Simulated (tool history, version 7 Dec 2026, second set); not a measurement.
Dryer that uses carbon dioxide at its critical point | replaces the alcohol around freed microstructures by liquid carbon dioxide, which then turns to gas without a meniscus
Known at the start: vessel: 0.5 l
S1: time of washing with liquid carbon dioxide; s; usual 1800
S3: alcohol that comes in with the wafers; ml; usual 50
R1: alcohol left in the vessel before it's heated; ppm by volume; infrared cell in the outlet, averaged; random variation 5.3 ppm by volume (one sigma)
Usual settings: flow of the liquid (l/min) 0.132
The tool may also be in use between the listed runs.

Run 1, hour 0.0: usual settings. Result: R1 179 ppm by volume.
Run 2, hour 25.2: usual settings. Result: R1 174 ppm by volume.
Run 3, hour 39.2: usual settings. Result: R1 183 ppm by volume.
Run 4, hour 57.8: usual settings. Result: R1 189 ppm by volume.
Run 5, hour 86.4: usual settings. Result: R1 201 ppm by volume.
Run 6, hour 115.1: usual settings. Result: R1 195 ppm by volume.
Run 7, hour 134.0: usual settings. Result: R1 198 ppm by volume.
Run 8, hour 164.3: usual settings. Result: R1 212 ppm by volume.
Run 9, hour 189.1: usual settings but flow of the liquid (l/min) 0.184. Result: R1 66 ppm by volume.
Run 10, hour 214.2: usual settings but flow of the liquid (l/min) 0.184. Result: R1 58 ppm by volume.
Run 11, hour 230.3: usual settings but flow of the liquid (l/min) 0.184. Result: R1 66 ppm by volume.
Run 12, hour 254.9: usual settings but flow of the liquid (l/min) 0.184. Result: R1 67 ppm by volume.
Run 13, hour 285.3: usual settings but S1 1440 s, flow of the liquid (l/min) 0.160, S3 23 ml. Result: R1 171 ppm by volume.
At hour 293.7: inlet filter changed.
Run 14, hour 308.4: usual settings but S1 1440 s, flow of the liquid (l/min) 0.160, S3 23 ml. Result: R1 135 ppm by volume.
Run 15, hour 335.3: usual settings but S1 1440 s, flow of the liquid (l/min) 0.160, S3 23 ml. Result: R1 156 ppm by volume.
Run 16, hour 348.9: usual settings but S1 2460 s, flow of the liquid (l/min) 0.153. Result: R1 75 ppm by volume.
Run 17, hour 377.5: usual settings but S1 2460 s, flow of the liquid (l/min) 0.153. Result: R1 77 ppm by volume.
Run 18, hour 399.6: usual settings but S1 2460 s, flow of the liquid (l/min) 0.153. Result: R1 77 ppm by volume.
Run 19, hour 424.4: usual settings but S1 1740 s, flow of the liquid (l/min) 0.125, S3 52 ml. Result: R1 322 ppm by volume.

Forecast each of these 3 alternatives for the next run:
Run A, hour 450.7: usual settings but S1 1260 s, flow of the liquid (l/min) 0.125, S3 85 ml. Result: R1 ?.
Run B, hour 450.7: usual settings but S1 1740 s, flow of the liquid (l/min) 0.091, S3 58 ml. Result: R1 ?.
Run C, hour 450.7: usual settings but S1 1140 s, flow of the liquid (l/min) 0.187, S3 46 ml. Result: R1 ?.

run    R1
  A  2163
  B  1444
  C   336
Without the tool's hidden state the same runs would have given:
run    R1
  A  1910
  B  1249
  C   230
